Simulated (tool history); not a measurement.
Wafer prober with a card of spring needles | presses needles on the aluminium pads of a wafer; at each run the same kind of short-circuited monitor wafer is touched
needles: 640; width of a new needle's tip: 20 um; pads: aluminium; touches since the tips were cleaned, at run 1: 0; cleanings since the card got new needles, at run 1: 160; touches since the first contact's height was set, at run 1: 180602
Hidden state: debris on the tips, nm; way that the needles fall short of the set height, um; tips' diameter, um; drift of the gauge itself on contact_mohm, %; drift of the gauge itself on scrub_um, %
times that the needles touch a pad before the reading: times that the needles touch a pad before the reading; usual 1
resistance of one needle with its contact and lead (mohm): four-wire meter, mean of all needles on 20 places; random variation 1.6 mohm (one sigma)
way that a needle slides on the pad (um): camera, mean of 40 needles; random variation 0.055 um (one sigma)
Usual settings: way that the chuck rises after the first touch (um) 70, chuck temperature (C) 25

run	hour	way that the chuck rises after the first touch (um)	chuck temperature (C)	times that the needles touch a pad before the reading	touches since the tips were cleaned	cleanings since the card got new needles	touches since the first contact's height was set	resistance of one needle with its contact and lead (mohm)	way that a needle slides on the pad (um)
1	0.0	70	25	1	0	160	180602	154	9.50
# hour 7.9: tips cleaned on abrasive film
# hour 17.8: tips cleaned on abrasive film
# hour 27.6: tips cleaned on abrasive film
2	31.6	70	25	1	2784	163	202605	154	9.40
# hour 35.6: tips cleaned on abrasive film
# hour 45.5: tips cleaned on abrasive film
# hour 53.4: tips cleaned on abrasive film
# hour 53.7: height of the first contact set anew
# hour 63.6: tips cleaned on abrasive film
# hour 73.4: tips cleaned on abrasive film
3	81.0	70	25	1	5317	168	19045	155	9.42
# hour 83.1: tips cleaned on abrasive film
# hour 92.9: tips cleaned on abrasive film
# hour 102.8: tips cleaned on abrasive film
# hour 112.6: tips cleaned on abrasive film
4	119.6	70	25	1	4868	172	45878	156	9.41
# hour 121.6: tips cleaned on abrasive film
# hour 131.5: tips cleaned on abrasive film
# hour 139.4: tips cleaned on abrasive film
# hour 149.3: tips cleaned on abrasive film
# hour 159.1: tips cleaned on abrasive film
5	161.1	70	25	1	1392	177	74728	153	9.43
# hour 167.1: tips cleaned on abrasive film
# hour 175.0: tips cleaned on abrasive film
# hour 184.9: tips cleaned on abrasive film
# hour 192.8: tips cleaned on abrasive film
# hour 202.7: tips cleaned on abrasive film
# hour 210.6: tips cleaned on abrasive film
6	211.0	70	25	1	276	183	109373	152	9.31
# hour 218.9: tips cleaned on abrasive film
# hour 228.7: tips cleaned on abrasive film
# hour 238.6: tips cleaned on abrasive film
# hour 246.5: tips cleaned on abrasive film
7	251.2	70	25	1	3324	187	137408	154	9.35
# hour 255.3: tips cleaned on abrasive film
# hour 265.1: tips cleaned on abrasive film
# hour 275.0: tips cleaned on abrasive film
8	278.0	70	25	1	2099	190	155982	152	9.39
# hour 283.9: tips cleaned on abrasive film
# hour 293.8: tips cleaned on abrasive film
# hour 303.6: tips cleaned on abrasive film
9	308.1	69	25	1	3138	193	176966	154	9.21
# hour 312.1: tips cleaned on abrasive film
# hour 322.0: tips cleaned on abrasive film
# hour 331.8: tips cleaned on abrasive film
# hour 341.7: tips cleaned on abrasive film
# hour 351.6: tips cleaned on abrasive film
10	355.5	77	25	1	2793	198	209959	151	10.25
# hour 359.5: tips cleaned on abrasive film
# hour 365.7: height of the first contact set anew
# hour 367.7: tips cleaned on abrasive film
# hour 377.6: tips cleaned on abrasive film
# hour 387.5: tips cleaned on abrasive film
# hour 397.3: tips cleaned on abrasive film
# hour 407.2: tips cleaned on abrasive film
11	410.0	77	25	1	1954	204	30783	150	10.35
# hour 415.9: tips cleaned on abrasive film
# hour 425.8: tips cleaned on abrasive film
# hour 433.7: tips cleaned on abrasive film
# hour 443.6: tips cleaned on abrasive film
# hour 453.4: tips cleaned on abrasive film
12	453.4	77	25	1	0	209	60958	151	10.26
# hour 463.3: tips cleaned on abrasive film
# hour 473.1: tips cleaned on abrasive film
# hour 483.0: tips cleaned on abrasive film
# hour 492.8: tips cleaned on abrasive film
# hour 502.7: tips cleaned on abrasive film
13	506.0	70	56	2	2322	214	97600	158	9.14
# hour 512.0: tips cleaned on abrasive film
# hour 519.9: tips cleaned on abrasive film
# hour 529.7: tips cleaned on abrasive film
# hour 539.6: tips cleaned on abrasive film
# hour 549.5: tips cleaned on abrasive film
14	555.6	73	31	1	4311	219	132113	155	9.59
# hour 557.7: tips cleaned on abrasive film
# hour 567.5: tips cleaned on abrasive film
# hour 575.4: tips cleaned on abrasive film
# hour 585.3: tips cleaned on abrasive film
# hour 593.2: tips cleaned on abrasive film
# hour 603.1: tips cleaned on abrasive film
# hour 612.9: tips cleaned on abrasive film
15	614.1	84	30	1	827	226	172756	151	11.05
# hour 622.0: tips cleaned on abrasive film
# hour 629.9: tips cleaned on abrasive film
# hour 639.8: tips cleaned on abrasive film
# hour 643.7: gauge calibrated
# hour 649.7: tips cleaned on abrasive film
# hour 659.5: tips cleaned on abrasive film
16	663.7	84	63	1	2909	231	207240	159	11.39
# hour 667.6: tips cleaned on abrasive film
# hour 675.6: tips cleaned on abrasive film
# hour 677.8: height of the first contact set anew
# hour 685.7: tips cleaned on abrasive film
# hour 695.6: tips cleaned on abrasive film
17	699.1	66	76	1	2445	235	14801	164	8.85
# hour 705.0: tips cleaned on abrasive film
# hour 714.9: tips cleaned on abrasive film
# hour 722.8: tips cleaned on abrasive film
# hour 732.7: tips cleaned on abrasive film
# hour 740.6: tips cleaned on abrasive film
18	740.7	66	76	1	118	240	43749	162	8.94
# hour 748.6: tips cleaned on abrasive film
# hour 756.6: tips cleaned on abrasive film
# hour 766.4: tips cleaned on abrasive film
# hour 776.3: tips cleaned on abrasive film
# hour 786.1: tips cleaned on abrasive film
# hour 795.9: tips cleaned on abrasive film
19	795.9	66	76	1	0	246	82079	163	8.87
# hour 805.7: tips cleaned on abrasive film
# hour 815.6: tips cleaned on abrasive film
# hour 823.5: tips cleaned on abrasive film
20	828.0	66	73	2	3204	249	104503	164	8.84
# hour 832.0: tips cleaned on abrasive film
# hour 841.9: tips cleaned on abrasive film
# hour 851.8: tips cleaned on abrasive film
21	857.2	66	73	2	3823	252	124798	160	8.95
# hour 861.2: tips cleaned on abrasive film
# hour 871.1: tips cleaned on abrasive film
# hour 879.0: tips cleaned on abrasive film
# hour 888.8: tips cleaned on abrasive film
# hour 898.7: tips cleaned on abrasive film
# hour 910.7: card fitted with new needles
# hour 920.6: tips cleaned on abrasive film
22	923.3	63	37	1	1919	1	8783	155	8.48
# hour 929.3: tips cleaned on abrasive film
# hour 939.1: tips cleaned on abrasive film
# hour 949.0: tips cleaned on abrasive film
# hour 958.8: tips cleaned on abrasive film
23	963.5	63	37	1	3240	5	36733	158	8.37
# hour 967.5: tips cleaned on abrasive film
# hour 977.3: tips cleaned on abrasive film
# hour 987.2: tips cleaned on abrasive film
# hour 997.1: tips cleaned on abrasive film
# hour 1005.4: tips cleaned on abrasive film
24	1005.4	63	34	1	0	10	65892	154	8.40

3 ways to go on from here, each from the tool as it stands after run 24. What would each give?
# hour 1015.3: tips cleaned on abrasive film
# hour 1023.2: tips cleaned on abrasive film
# hour 1033.1: tips cleaned on abrasive film
# hour 1042.9: tips cleaned on abrasive film
A	1045.0	70	59	2	1440	14	93413	?	?
# hour 1015.3: tips cleaned on abrasive film
# hour 1023.2: tips cleaned on abrasive film
# hour 1033.1: tips cleaned on abrasive film
# hour 1042.9: tips cleaned on abrasive film
B	1045.0	65	83	2	1440	14	93413	?	?
# hour 1015.3: tips cleaned on abrasive film
# hour 1023.2: tips cleaned on abrasive film
# hour 1033.1: tips cleaned on abrasive film
# hour 1042.9: tips cleaned on abrasive film
C	1045.0	63	34	2	1440	14	93413	?	?

run	resistance of one needle with its contact and lead (mohm)	way that a needle slides on the pad (um)
A	156	9.30
B	163	8.68
C	155	8.23
Without the tool's hidden state the same runs would have given:
run	resistance of one needle with its contact and lead (mohm)	way that a needle slides on the pad (um)
A	156	9.47
B	163	8.84
C	155	8.38
